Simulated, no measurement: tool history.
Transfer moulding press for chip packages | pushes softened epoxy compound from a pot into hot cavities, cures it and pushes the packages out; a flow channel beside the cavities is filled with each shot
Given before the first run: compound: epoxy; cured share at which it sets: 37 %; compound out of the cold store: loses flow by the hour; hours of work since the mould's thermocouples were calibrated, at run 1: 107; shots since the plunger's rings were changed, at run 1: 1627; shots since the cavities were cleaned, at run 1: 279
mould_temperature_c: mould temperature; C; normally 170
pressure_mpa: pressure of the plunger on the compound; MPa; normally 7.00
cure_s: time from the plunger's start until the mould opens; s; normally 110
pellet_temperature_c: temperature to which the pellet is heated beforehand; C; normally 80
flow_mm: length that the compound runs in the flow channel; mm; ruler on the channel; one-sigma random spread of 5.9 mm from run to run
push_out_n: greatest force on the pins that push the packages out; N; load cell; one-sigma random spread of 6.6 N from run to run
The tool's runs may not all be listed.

run   hour  mould_temperature_c  pressure_mpa  cure_s  pellet_temperature_c  hours of work since the mould's thermocouples were calibrated  shots since the plunger's rings were changed  shots since the cavities were cleaned  incoming compound's hours out of the cold store  flow_mm  push_out_n
  1    0.0                  170          7.00     110                    80                                                            107                                          1627                                    279                                             24.5      663         340
  2   24.7                  170          7.00     110                    80                                                            124                                          1931                                    583                                             36.7      647         378
      32.7  -- cavities cleaned with cleaning compound and waxed
  3   72.9                  170          7.00     110                    80                                                            156                                          2506                                    496                                             27.3      647         369
      86.8  -- cavities cleaned with cleaning compound and waxed
  4  119.4                  170          7.00     133                    80                                                            187                                          3060                                    402                                             18.6      656         282
     140.6  -- cavities cleaned with cleaning compound and waxed
  5  148.2                  170          7.00     133                    80                                                            205                                          3396                                     93                                             31.9      637         256
  6  182.8                  170          7.00     110                    80                                                            229                                          3822                                    519                                             37.7      628         370
     195.8  -- cavities cleaned with cleaning compound and waxed
  7  216.7                  170          7.00     110                    80                                                            251                                          4220                                    257                                             24.1      634         315
  8  242.8                  170          8.35     110                    80                                                            268                                          4542                                    579                                             22.8      692         371
     251.2  -- cavities cleaned with cleaning compound and waxed
  9  288.6                  170          8.35     110                    80                                                            299                                          5087                                    460                                             39.7      652         338
     306.2  -- cavities cleaned with cleaning compound and waxed
 10  323.1                  170          8.35     110                    80                                                            321                                          5494                                    208                                             29.9      663         296
 11  347.5                  170          8.35     110                    80                                                            338                                          5794                                    508                                             15.6      682         357
     357.7  -- mould's thermocouples calibrated
     363.5  -- cavities cleaned with cleaning compound and waxed
 12  394.3                  170          8.35     110                    80                                                             24                                          6327                                    380                                             37.9      646         323
     415.1  -- plunger's sealing rings changed
     419.8  -- cavities cleaned with cleaning compound and waxed
 13  445.0                  170          8.35     110                    80                                                             56                                           349                                    311                                             18.6      750         342
     474.9  -- cavities cleaned with cleaning compound and waxed
 14  497.9                  172          6.70     138                    78                                                             91                                           982                                    283                                             31.3      644         265
 15  520.5                  172          6.70     138                    78                                                            106                                          1260                                    561                                             26.2      645         294
     529.4  -- cavities cleaned with cleaning compound and waxed
 16  574.2                  174          6.17     110                    80                                                            141                                          1903                                    551                                             28.9      613         322
     585.8  -- cavities cleaned with cleaning compound and waxed
 17  607.4                  174          6.17     110                    80                                                            163                                          2293                                    266                                             33.0      607         287
     621.6  -- mould's thermocouples calibrated, once more
 18  632.1                  174          6.50     110                    80                                                              7                                          2573                                    546                                              9.1      654         315
     641.0  -- cavities cleaned with cleaning compound and waxed
 19  665.5                  169          8.54     145                    89                                                             29                                          2965                                    301                                             10.9      753         284
 20  689.7                  169          8.54     145                    89                                                             45                                          3263                                    599                                             41.1      694         311
     695.6  -- cavities cleaned with cleaning compound and waxed
 21  724.1                  174          7.00      99                    73                                                             68                                          3668                                    350                                             23.7      638         314
     749.1  -- cavities cleaned with cleaning compound and waxed
 22  760.3                  174          6.77     110                    73                                                             91                                          4096                                    138                                             15.8      641         249
 23  789.1                  171          6.77     144                    73                                                            111                                          4450                                    492                                             45.7      591         285
     803.0  -- cavities cleaned with cleaning compound and waxed
 24  827.3                  171          6.77     144                    73                                                            136                                          4902                                    300                                             15.8      624         263
     857.1  -- cavities cleaned with cleaning compound and waxed
 25  867.6                  175          6.80     100                    90                                                            162                                          5379                                    128                                             37.4      579         267
 26  889.3                  175          6.80     100                    90                                                            177                                          5647                                    396                                              8.6      611         298

Branching from run 26: 3 alternative next runs. What would each branch give?
     911.2  -- cavities cleaned with cleaning compound and waxed
  A  933.7                  168          6.80     120                    90                                                            206                                          6175                                    277                                             40.3        ?           ?
     911.2  -- cavities cleaned with cleaning compound and waxed
  B  933.7                  166          8.15     115                    90                                                            206                                          6175                                    277                                             14.7        ?           ?
     911.2  -- cavities cleaned with cleaning compound and waxed
  C  933.7                  177          7.00     119                    84                                                            206                                          6175                                    277                                             44.4        ?           ?

run  flow_mm  push_out_n
  A      574         302
  B      671         351
  C      561         271
Without the tool's unlogged condition, the same runs would have read:
run  flow_mm  push_out_n
  A      649         251
  B      760         293
  C      634         222

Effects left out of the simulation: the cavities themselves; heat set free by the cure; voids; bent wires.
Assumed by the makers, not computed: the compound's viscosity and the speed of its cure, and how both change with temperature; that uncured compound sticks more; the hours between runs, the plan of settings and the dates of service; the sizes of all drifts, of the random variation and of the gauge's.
